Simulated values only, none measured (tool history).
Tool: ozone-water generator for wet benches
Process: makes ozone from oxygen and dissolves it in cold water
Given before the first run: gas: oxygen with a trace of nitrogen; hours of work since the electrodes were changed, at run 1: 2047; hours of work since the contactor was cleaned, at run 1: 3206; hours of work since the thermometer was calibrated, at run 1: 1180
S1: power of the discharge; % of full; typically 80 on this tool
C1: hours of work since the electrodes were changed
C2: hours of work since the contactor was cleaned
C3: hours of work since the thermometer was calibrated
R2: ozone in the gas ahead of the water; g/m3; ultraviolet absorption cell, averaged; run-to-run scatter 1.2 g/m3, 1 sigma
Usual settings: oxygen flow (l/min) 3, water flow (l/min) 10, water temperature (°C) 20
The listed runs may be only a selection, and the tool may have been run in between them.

{"run": 1, "hour": 0.0, "S1": 80, "oxygen flow (l/min)": 3, "water flow (l/min)": 10, "water temperature (°C)": 20, "C1": 2047, "C2": 3206, "C3": 1180, "dissolved ozone (ppm)": 25.9, "R2": 213.2}
{"run": 2, "hour": 95.7, "S1": 82, "oxygen flow (l/min)": 3, "water flow (l/min)": 10, "water temperature (°C)": 20, "C1": 2139, "C2": 3299, "C3": 1273, "dissolved ozone (ppm)": 26.4, "R2": 217.7}
{"run": 3, "hour": 232.1, "S1": 80, "oxygen flow (l/min)": 3, "water flow (l/min)": 10, "water temperature (°C)": 20, "C1": 2271, "C2": 3431, "C3": 1405, "dissolved ozone (ppm)": 26.1, "R2": 216.4}
{"run": 4, "hour": 344.1, "S1": 80, "oxygen flow (l/min)": 3, "water flow (l/min)": 10, "water temperature (°C)": 20, "C1": 2380, "C2": 3539, "C3": 1513, "dissolved ozone (ppm)": 25.8, "R2": 215.1}
{"run": 5, "hour": 453.1, "S1": 80, "oxygen flow (l/min)": 3, "water flow (l/min)": 10, "water temperature (°C)": 20, "C1": 2485, "C2": 3645, "C3": 1619, "dissolved ozone (ppm)": 26.2, "R2": 215.6}
{"run": 6, "hour": 554.5, "S1": 80, "oxygen flow (l/min)": 3, "water flow (l/min)": 10, "water temperature (°C)": 20, "C1": 2583, "C2": 3743, "C3": 1717, "dissolved ozone (ppm)": 26, "R2": 217.7}
{"run": 7, "hour": 647.1, "S1": 80, "oxygen flow (l/min)": 2.84, "water flow (l/min)": 10, "water temperature (°C)": 20, "C1": 2673, "C2": 3832, "C3": 1806, "dissolved ozone (ppm)": 25.5, "R2": 223.1}
{"run": 8, "hour": 765.2, "S1": 80, "oxygen flow (l/min)": 2.84, "water flow (l/min)": 10, "water temperature (°C)": 20, "C1": 2787, "C2": 3947, "C3": 1921, "dissolved ozone (ppm)": 26, "R2": 222.2}
{"run": 9, "hour": 838.6, "S1": 80, "oxygen flow (l/min)": 2.84, "water flow (l/min)": 10, "water temperature (°C)": 20, "C1": 2858, "C2": 4018, "C3": 1992, "dissolved ozone (ppm)": 25.9, "R2": 226.3}
{"run": 10, "hour": 958.7, "S1": 80, "oxygen flow (l/min)": 2.84, "water flow (l/min)": 10, "water temperature (°C)": 20, "C1": 2975, "C2": 4134, "C3": 2108, "dissolved ozone (ppm)": 25.6, "R2": 225.9}
{"run": 11, "hour": 1054.8, "S1": 80, "oxygen flow (l/min)": 2.84, "water flow (l/min)": 10, "water temperature (°C)": 20, "C1": 3068, "C2": 4227, "C3": 2201, "dissolved ozone (ppm)": 25.9, "R2": 226.1}
{"run": 12, "hour": 1127.0, "S1": 80, "oxygen flow (l/min)": 3, "water flow (l/min)": 10, "water temperature (°C)": 20, "C1": 3138, "C2": 4297, "C3": 2271, "dissolved ozone (ppm)": 25.8, "R2": 219.6}
{"run": 13, "hour": 1237.7, "S1": 80, "oxygen flow (l/min)": 3, "water flow (l/min)": 10, "water temperature (°C)": 20, "C1": 3245, "C2": 4404, "C3": 2378, "dissolved ozone (ppm)": 25.7, "R2": 220.5}
{"run": 14, "hour": 1334.9, "S1": 48, "oxygen flow (l/min)": 3, "water flow (l/min)": 7, "water temperature (°C)": 16, "C1": 3339, "C2": 4498, "C3": 2472, "dissolved ozone (ppm)": 22.9, "R2": 144.6}
{"run": 15, "hour": 1473.2, "S1": 43, "oxygen flow (l/min)": 3, "water flow (l/min)": 7, "water temperature (°C)": 16, "C1": 3473, "C2": 4632, "C3": 2606, "dissolved ozone (ppm)": 21, "R2": 132.8}
{"hour": 1553.8, "done": "gauge calibrated"}
{"run": 16, "hour": 1559.8, "S1": 80, "oxygen flow (l/min)": 1.58, "water flow (l/min)": 10, "water temperature (°C)": 20, "C1": 3556, "C2": 4716, "C3": 2690, "dissolved ozone (ppm)": 24.2, "R2": 289.8}
{"run": 17, "hour": 1663.6, "S1": 84, "oxygen flow (l/min)": 5.22, "water flow (l/min)": 6, "water temperature (°C)": 24, "C1": 3657, "C2": 4816, "C3": 2790, "dissolved ozone (ppm)": 30.5, "R2": 171.8}
{"run": 18, "hour": 1787.1, "S1": 80, "oxygen flow (l/min)": 3, "water flow (l/min)": 11, "water temperature (°C)": 20, "C1": 3776, "C2": 4936, "C3": 2910, "dissolved ozone (ppm)": 24.4, "R2": 217.2}
{"run": 19, "hour": 1855.1, "S1": 81, "oxygen flow (l/min)": 3, "water flow (l/min)": 15, "water temperature (°C)": 20, "C1": 3842, "C2": 5002, "C3": 2976, "dissolved ozone (ppm)": 19.1, "R2": 216.3}
{"run": 20, "hour": 2000.3, "S1": 81, "oxygen flow (l/min)": 3, "water flow (l/min)": 15, "water temperature (°C)": 20, "C1": 3983, "C2": 5142, "C3": 3116, "dissolved ozone (ppm)": 19, "R2": 219.3}
{"run": 21, "hour": 2061.8, "S1": 80, "oxygen flow (l/min)": 3, "water flow (l/min)": 16, "water temperature (°C)": 16, "C1": 4042, "C2": 5202, "C3": 3176, "dissolved ozone (ppm)": 19, "R2": 216.5}
{"run": 22, "hour": 2159.1, "S1": 78, "oxygen flow (l/min)": 3, "water flow (l/min)": 10, "water temperature (°C)": 17, "C1": 4137, "C2": 5296, "C3": 3270, "dissolved ozone (ppm)": 26.6, "R2": 213.7}
{"run": 23, "hour": 2263.8, "S1": 88, "oxygen flow (l/min)": 3, "water flow (l/min)": 10, "water temperature (°C)": 14, "C1": 4238, "C2": 5397, "C3": 3371, "dissolved ozone (ppm)": 30.6, "R2": 235.3}
{"run": 24, "hour": 2386.5, "S1": 80, "oxygen flow (l/min)": 2.82, "water flow (l/min)": 10, "water temperature (°C)": 20, "C1": 4357, "C2": 5516, "C3": 3490, "dissolved ozone (ppm)": 25.5, "R2": 225.6}

Some steps in R2, run to run, broken into two amounts with sign: the step expected even without the hidden condition (settings, incoming material, random variation), and the rest, left for the hidden condition together with whatever gauge scatter is not in both the measured and the hidden-condition-free result:
Hidden conditions of the tool in this case: yield of the discharge, % of new electrodes'; contactor's efficiency, % of a clean one's; true water temperature over the reading, C; drift of the gauge itself on ozone_ppm, %; drift of the gauge itself on gas_g_m3, %.
Run 13 -> 14: S1 80 -> 48, water flow (l/min) 10 -> 7, water temperature (°C) 20 -> 16. R2 -75.9 g/m3: hidden state -1.4, all else -74.5.
Run 15 -> 16: S1 43 -> 80, oxygen flow (l/min) 3 -> 1.58, water flow (l/min) 7 -> 10, water temperature (°C) 16 -> 20, gauge calibrated. R2 +157 g/m3: hidden state -3.6, all else +160.6.
Run 16 -> 17: S1 80 -> 84, oxygen flow (l/min) 1.58 -> 5.22, water flow (l/min) 10 -> 6, water temperature (°C) 20 -> 24. R2 -118 g/m3: hidden state +0.3, all else -118.3.
